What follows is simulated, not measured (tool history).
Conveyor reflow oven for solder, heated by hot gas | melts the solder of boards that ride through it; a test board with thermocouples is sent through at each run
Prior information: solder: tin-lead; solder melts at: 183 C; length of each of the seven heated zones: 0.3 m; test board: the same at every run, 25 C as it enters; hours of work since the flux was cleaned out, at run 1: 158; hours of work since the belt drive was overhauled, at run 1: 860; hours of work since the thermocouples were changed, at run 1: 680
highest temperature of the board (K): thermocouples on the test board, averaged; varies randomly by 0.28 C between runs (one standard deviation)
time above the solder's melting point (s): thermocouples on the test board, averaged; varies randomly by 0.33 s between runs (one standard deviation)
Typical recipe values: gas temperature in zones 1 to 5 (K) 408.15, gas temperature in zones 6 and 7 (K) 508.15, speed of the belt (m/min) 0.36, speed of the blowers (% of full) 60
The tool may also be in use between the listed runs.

run     day  gas temperature in zones 1 to 5 (K)  gas temperature in zones 6 and 7 (K)  speed of the belt (m/min)  speed of the blowers (% of full)  hours of work since the flux was cleaned out  hours of work since the belt drive was overhauled  hours of work since the thermocouples were changed  highest temperature of the board (K)  time above the solder's melting point (s)
  1       0                               408.15                                508.15                       0.36                                60                                           158                                                860                                                 680                                486.95                                       70.2
  2   3.221                               408.15                                508.15                       0.36                                63                                           192                                                894                                                 714                                487.05                                       70.8
      6.229  -- flux residue cleaned out of gas plates and filters
  3   7.154                               408.15                                516.15                       0.36                                63                                            10                                                933                                                 754                                494.65                                       80.2
  4  10.067                               408.15                                516.15                       0.36                                63                                            41                                                964                                                 784                                494.65                                       79.6
  5  13.075                               408.15                                516.15                       0.36                                63                                            72                                                995                                                 816                                494.55                                       79.2
  6  17.267                               408.15                                516.15                       0.36                                63                                           117                                               1040                                                 860                                494.05                                       78.7
  7  20.921                               408.15                                508.15                       0.36                                60                                           155                                               1078                                                 899                                485.95                                       70.4
  8    24.3                               403.15                                508.15                       0.36                                60                                           191                                               1114                                                 935                                484.75                                       66.3
     27.308  -- flux residue cleaned out of gas plates and filters
  9  27.842                               393.15                                508.15                       0.36                                60                                             6                                               1149                                                 970                                484.25                                       61.6
 10  29.679                               393.15                                508.15                       0.36                                60                                            25                                               1169                                                 989                                483.65                                       61.7
 11  31.425                               393.15                                508.15                       0.36                                60                                            43                                               1187                                                1008                                484.35                                       61.3
      33.75  -- belt drive overhauled, speed set with a stopwatch
 12  33.808                               393.15                                508.15                       0.36                                60                                            67                                                  1                                                1031                                482.55                                       57.3
 13  37.521                               408.15                                521.15                       0.36                                60                                           106                                                 40                                                1070                                496.35                                       79.2
 14  41.083                               408.15                                508.15                      0.387                                60                                           144                                                 77                                                1108                                481.85                                       58.2
 15  44.904                               408.15                                508.15                      0.387                                60                                           184                                                118                                                1148                                482.15                                       57.9
 16  46.808                               408.15                                508.15                      0.387                                60                                           204                                                138                                                1168                                481.75                                       57.5
     48.646  -- flux residue cleaned out of gas plates and filters
 17  49.946                               408.15                                508.15                      0.387                                60                                            14                                                169                                                1199                                482.95                                       59.8
 18  53.417                               408.15                                496.15                       0.39                                60                                            50                                                205                                                1236                                472.05                                       43.5
 19  57.062                               408.15                                508.15                      0.354                                60                                            89                                                244                                                1274                                485.15                                       69.3
 20  61.242                               416.15                                508.15                      0.354                                63                                           133                                                288                                                1318                                486.95                                       75.4
 21  63.112                               416.15                                508.15                      0.354                                63                                           153                                                308                                                1338                                487.05                                       74.8
 22  66.196                               416.15                                508.15                      0.354                                63                                           185                                                340                                                1371                                486.85                                         75
       69.7  -- flux residue cleaned out of gas plates and filters
 23  70.425                               416.15                                508.15                      0.354                                63                                             8                                                383                                                1413                                487.65                                       76.7
     72.158  -- thermocouples of zones 6 and 7 changed
 24  73.038                               416.15                                508.15                      0.354                                63                                            34                                                410                                                   9                                491.45                                       80.9
 25  75.917                               401.15                                508.15                      0.354                                63                                            65                                                440                                                  40                                489.05                                       70.5
 26  79.492                               401.15                                505.15                      0.354                                83                                           103                                                478                                                  77                                488.95                                       71.7
 27  83.671                               423.15                                508.15                       0.36                                55                                           147                                                522                                                 122                                490.25                                       81.2
 28  86.262                               423.15                                508.15                       0.36                                55                                           174                                                549                                                 149                                490.15                                       81.3
 29  89.962                               423.15                                508.15                       0.36                                55                                           213                                                588                                                 188                                489.45                                       80.3

Forecast each of these 3 alternatives for the next run:
     90.838  -- flux residue cleaned out of gas plates and filters
  A  94.242                               408.15                                503.15                      0.421                                73                                            36                                                631                                                 231                                     ?                                          ?
     90.838  -- flux residue cleaned out of gas plates and filters
  B  94.242                               408.15                                503.15                      0.309                                60                                            36                                                631                                                 231                                     ?                                          ?
     90.838  -- flux residue cleaned out of gas plates and filters
  C  94.242                               423.15                                508.15                      0.338                                62                                            36                                                631                                                 231                                     ?                                          ?

run  highest temperature of the board (K)  time above the solder's melting point (s)
  A                                481.45                                         53
  B                                488.95                                       87.3
  C                                493.35                                         91
Had the tool no hidden state, the same runs would have come out as:
run  highest temperature of the board (K)  time above the solder's melting point (s)
  A                                481.45                                       52.1
  B                                489.05                                       85.8
  C                                493.45                                       89.6

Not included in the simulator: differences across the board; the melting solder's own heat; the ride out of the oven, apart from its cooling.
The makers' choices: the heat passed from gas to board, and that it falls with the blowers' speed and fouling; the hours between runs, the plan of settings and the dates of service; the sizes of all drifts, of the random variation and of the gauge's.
